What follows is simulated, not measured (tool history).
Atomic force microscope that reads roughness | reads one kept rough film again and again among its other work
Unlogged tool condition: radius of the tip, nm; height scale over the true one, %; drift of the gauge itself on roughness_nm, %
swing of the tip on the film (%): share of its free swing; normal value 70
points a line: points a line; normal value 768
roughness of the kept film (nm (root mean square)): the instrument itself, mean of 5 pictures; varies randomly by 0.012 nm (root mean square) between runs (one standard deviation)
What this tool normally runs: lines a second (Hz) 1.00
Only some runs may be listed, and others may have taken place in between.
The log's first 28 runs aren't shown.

run,hour,lines a second (Hz),swing of the tip on the film (%),points a line,pictures with this tip,hours of work since the height scale was calibrated,roughness of the kept film (nm (root mean square))
29,779.3,0.76,72,678,222,771,2.413
# hour 802.9: new tip fitted
30,805.3,0.76,72,678,5,789,2.904
31,843.0,0.76,72,678,81,815,2.704
32,869.4,3.92,68,515,134,833,2.325
33,891.8,1.00,89,459,179,848,2.293
34,915.2,0.55,84,273,226,864,2.292
# hour 934.6: new tip fitted
35,953.5,3.38,70,768,38,891,2.564
36,983.3,1.00,70,369,98,911,2.623
37,1016.7,0.62,59,768,165,934,2.521
38,1034.7,1.00,59,346,201,947,2.439
39,1064.8,1.13,74,346,262,967,2.236
# hour 1067.2: new tip fitted
40,1083.8,1.13,74,346,33,980,2.749
41,1100.9,1.00,60,768,68,992,2.763
42,1124.5,1.00,60,768,115,1008,2.638
43,1155.7,1.30,65,273,178,1030,2.425
44,1189.2,1.30,65,273,246,1053,2.306
# hour 1199.7: new tip fitted
45,1213.3,1.09,62,768,27,1069,2.836
46,1241.8,1.00,88,768,85,1089,2.536
47,1263.6,1.00,75,405,128,1104,2.501
48,1292.0,1.00,75,405,186,1123,2.361

Here are 5 independent what-if runs from the current tool condition. What would each one return?
A,1308.2,3.42,56,330,218,1134,?
B,1308.2,3.04,70,293,218,1134,?
C,1308.2,1.29,57,368,218,1134,?
D,1308.2,1.00,70,358,218,1134,?
E,1308.2,1.00,61,557,218,1134,?

run,roughness of the kept film (nm (root mean square))
A,2.308
B,2.171
C,2.337
D,2.337
E,2.350
Stripped of hidden state, with their random variation kept, the same runs would have yielded:
run,roughness of the kept film (nm (root mean square))
A,2.865
B,2.696
C,2.902
D,2.901
E,2.919
